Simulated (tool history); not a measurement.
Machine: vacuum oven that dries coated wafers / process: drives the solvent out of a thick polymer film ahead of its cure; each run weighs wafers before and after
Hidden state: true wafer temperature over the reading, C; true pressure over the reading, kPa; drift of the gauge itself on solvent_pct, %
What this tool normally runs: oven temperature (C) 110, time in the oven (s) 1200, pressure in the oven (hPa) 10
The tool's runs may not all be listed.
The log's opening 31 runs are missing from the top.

run,hour,oven temperature (C),time in the oven (s),pressure in the oven (hPa),hours of work since the thermocouples were calibrated,hours of work since the vacuum gauge was cleaned of residue,solvent left in the film (%)
32,515.7,114,1800,19.9,374,491,1.42
33,529.1,114,1800,19.9,380,497,1.42
34,544.6,112,1800,35,386,504,2.6
35,561.7,112,1020,35,394,511,3.49
36,580.1,109,900,10,402,519,2.85
37,592.3,109,900,10,408,525,2.87
38,604.2,100,1200,15.2,413,530,4.03
39,625.1,100,1200,15.2,422,539,4.07
40,637.3,110,1020,23.4,428,545,3.12
41,655.8,110,780,16.8,436,553,3.55
42,667.2,107,1680,33.4,441,558,3.24
43,687.1,121,600,30.4,450,567,3.02
44,698.8,121,600,12.5,455,572,2.25
45,714.5,108,960,24.6,462,579,3.82
46,737.4,106,1740,38.7,472,589,3.79

Forecast each of these 5 alternatives for the next run:
A,759.7,123,1740,38.7,482,599,?
B,759.7,109,600,10,482,599,?
C,759.7,110,1200,33.5,482,599,?
D,759.7,118,840,6,482,599,?
E,759.7,110,1200,36,482,599,?

run,solvent left in the film (%)
A,1.87
B,4.41
C,3.4
D,1.43
E,3.61
Take away the tool's hidden state, keep each run's random variation, and the runs would have read:
run,solvent left in the film (%)
A,1.87
B,4.42
C,3.4
D,1.43
E,3.61
